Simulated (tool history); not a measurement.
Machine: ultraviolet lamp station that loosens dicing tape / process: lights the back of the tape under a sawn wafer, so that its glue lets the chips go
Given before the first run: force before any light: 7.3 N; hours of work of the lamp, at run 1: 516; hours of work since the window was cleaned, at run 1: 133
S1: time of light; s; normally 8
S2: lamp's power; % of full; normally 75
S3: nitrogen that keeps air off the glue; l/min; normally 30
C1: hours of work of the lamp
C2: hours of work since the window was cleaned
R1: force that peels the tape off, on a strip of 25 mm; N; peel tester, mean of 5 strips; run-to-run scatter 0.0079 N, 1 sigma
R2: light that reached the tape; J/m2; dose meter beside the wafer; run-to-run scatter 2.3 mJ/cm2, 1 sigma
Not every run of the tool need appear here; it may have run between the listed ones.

run   hour  S1  S2  S3   C1   C2     R1    R2
  1    0.0   8  75  30  516  133  0.457  1980
  2   28.0   8  88  30  532  149  0.334  2250
  3   42.6   6  75  30  541  157  0.834  1430
  4   67.1   6  75  30  555  171  0.870  1440
  5   94.5   5  75  30  570  187  1.203  1150
  6  113.1   8  75  30  581  197  0.507  1840
     127.3  -- window cleaned of glue's vapour
  7  140.1   8  75  30  596    7  0.427  1980
  8  162.6   8  75  30  609   20  0.448  1970
  9  186.1   8  75  30  622   34  0.447  1930
 10  200.1   8  75  30  630   42  0.468  2010
 11  225.5   8  75  13  645   56  0.661  1920
 12  252.3   8  75  13  660   71  0.722  1920
 13  283.9   8  75  13  678   89  0.697  1890
 14  297.5   8  75  13  686   97  0.719  1860
 15  311.2   8  75  13  693  105  0.719  1840
 16  342.3   8  75  13  711  123  0.707  1820
 17  369.7   8  75  13  727  138  0.765  1800
 18  383.4   8  75  13  735  146  0.756  1810
 19  397.1   8  75  30  742  154  0.577  1770
 20  412.2   8  75  30  751  162  0.544  1800
 21  426.4   8  75  30  759  171  0.584  1730
 22  456.5  10  75  40  776  188  0.345  2150
 23  482.4  10  75  40  791  202  0.357  2140
     487.3  -- window cleaned of glue's vapour
 24  509.8  10  75  40  806   13  0.304  2320
 25  523.6   7  95  32  814   21  0.424  1990
 26  549.5   8  72  11  829   35  0.857  1770
 27  579.1   8  72  11  846   52  0.871  1710
 28  600.3   6  82  13  858   64  1.093  1450
 29  632.3   4  82  13  876   83  2.075   960
 30  658.8   4  82  13  891   98  2.066   970
 31  683.5   5  83  13  905  112  1.452  1190
 32  702.5   4  62  21  916  123  2.467   720
 33  731.0   4  62  21  933  139  2.627   710
 34  760.2   5  83  28  949  156  1.315  1140

The next listed run, before its measurement:
 35  780.1   8  93  30  960  167   ?   ?

Run 35 measured R1 0.423 N, R2 2070 J/m2.
Minus the tool's unlogged condition, the same run would have read R1 0.219 N, R2 3030 J/m2.

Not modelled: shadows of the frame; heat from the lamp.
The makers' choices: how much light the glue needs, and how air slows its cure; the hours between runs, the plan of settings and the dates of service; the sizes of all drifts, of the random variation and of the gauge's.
